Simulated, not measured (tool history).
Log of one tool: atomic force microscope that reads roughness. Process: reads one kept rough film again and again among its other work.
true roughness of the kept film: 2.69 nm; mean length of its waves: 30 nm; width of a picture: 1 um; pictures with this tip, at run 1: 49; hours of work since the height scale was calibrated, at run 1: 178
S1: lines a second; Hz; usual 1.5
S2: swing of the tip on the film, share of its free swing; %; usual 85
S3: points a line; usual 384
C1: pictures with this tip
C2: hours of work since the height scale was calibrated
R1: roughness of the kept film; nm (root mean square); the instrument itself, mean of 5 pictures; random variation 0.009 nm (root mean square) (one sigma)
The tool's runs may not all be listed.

Run 1, hour 0.0: usual settings; C1 49; C2 178. Result: R1 1.776 nm (root mean square).
Run 2, hour 6.9: usual settings; C1 60; C2 183. Result: R1 1.740 nm (root mean square).
Run 3, hour 14.0: usual settings but S3 524; C1 72; C2 188. Result: R1 1.709 nm (root mean square).
Run 4, hour 22.0: usual settings but S2 74 %, S3 524; C1 86; C2 193. Result: R1 1.804 nm (root mean square).
Run 5, hour 29.3: usual settings but S2 75 %, S3 524; C1 98; C2 198. Result: R1 1.758 nm (root mean square).
Run 6, hour 34.1: usual settings; C1 106; C2 201. Result: R1 1.607 nm (root mean square).
Run 7, hour 40.0: usual settings; C1 117; C2 205. Result: R1 1.591 nm (root mean square).
Run 8, hour 45.7: usual settings; C1 126; C2 209. Result: R1 1.555 nm (root mean square).
Run 9, hour 52.9: usual settings; C1 138; C2 214. Result: R1 1.504 nm (root mean square).
Run 10, hour 60.5: usual settings; C1 151; C2 219. Result: R1 1.495 nm (root mean square).
At hour 62.4: new tip fitted.
Run 11, hour 69.0: usual settings but S3 407; C1 11; C2 224. Result: R1 1.962 nm (root mean square).
Run 12, hour 78.1: usual settings; C1 26; C2 230. Result: R1 1.899 nm (root mean square).
Run 13, hour 82.9: usual settings; C1 34; C2 233. Result: R1 1.859 nm (root mean square).
Run 14, hour 87.6: usual settings; C1 42; C2 236. Result: R1 1.837 nm (root mean square).

Run 15 comes next. What will it give?
Run 15, hour 92.1: usual settings but S3 290; C1 50; C2 239. Result: R1 ?.

{"run 15": {"R1": 1.81}}
Without the tool's hidden state the same run would have given R1 2.008 nm (root mean square).
